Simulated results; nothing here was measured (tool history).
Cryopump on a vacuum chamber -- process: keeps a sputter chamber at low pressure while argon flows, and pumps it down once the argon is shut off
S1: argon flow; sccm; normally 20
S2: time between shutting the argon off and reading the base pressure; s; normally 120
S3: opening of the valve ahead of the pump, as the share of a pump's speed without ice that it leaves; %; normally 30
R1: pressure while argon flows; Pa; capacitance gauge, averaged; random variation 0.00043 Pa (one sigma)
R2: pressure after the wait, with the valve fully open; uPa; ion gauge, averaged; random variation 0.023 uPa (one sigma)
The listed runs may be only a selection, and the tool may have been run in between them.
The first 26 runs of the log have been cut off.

{"run": 27, "day": 19.754, "S1": 40, "S2": 50, "S3": 40, "R1": 0.0813, "R2": 1.78}
{"run": 28, "day": 20.667, "S1": 35, "S2": 102, "S3": 30, "R1": 0.0943, "R2": 1.09}
{"run": 29, "day": 21.579, "S1": 35, "S2": 102, "S3": 30, "R1": 0.0944, "R2": 1.05}
{"run": 30, "day": 22.512, "S1": 23, "S2": 57, "S3": 30, "R1": 0.0626, "R2": 1.66}
{"run": 31, "day": 23.229, "S1": 32, "S2": 120, "S3": 30, "R1": 0.0859, "R2": 1.04}
{"run": 32, "day": 24.0, "S1": 32, "S2": 120, "S3": 30, "R1": 0.0862, "R2": 1.05}
{"run": 33, "day": 24.817, "S1": 16, "S2": 68, "S3": 53, "R1": 0.0248, "R2": 1.46}
{"run": 34, "day": 25.862, "S1": 16, "S2": 68, "S3": 53, "R1": 0.0255, "R2": 1.49}

Predict each of these 4 candidate next runs independently; none follows another, all start after run 34:
{"run": "A", "day": 26.558, "S1": 22, "S2": 33, "S3": 16, "R1": "?", "R2": "?"}
{"run": "B", "day": 26.558, "S1": 16, "S2": 68, "S3": 23, "R1": "?", "R2": "?"}
{"run": "C", "day": 26.558, "S1": 18, "S2": 68, "S3": 53, "R1": "?", "R2": "?"}
{"run": "D", "day": 26.558, "S1": 16, "S2": 68, "S3": 32, "R1": "?", "R2": "?"}

run=A R1=0.1099 R2=2.47
run=B R1=0.0562 R2=1.46
run=C R1=0.0289 R2=1.42
run=D R1=0.0404 R2=1.44
Without the tool's hidden state the same runs would have given:
run=A R1=0.1076 R2=2.15
run=B R1=0.0545 R2=1.13
run=C R1=0.0270 R2=1.10
run=D R1=0.0387 R2=1.11
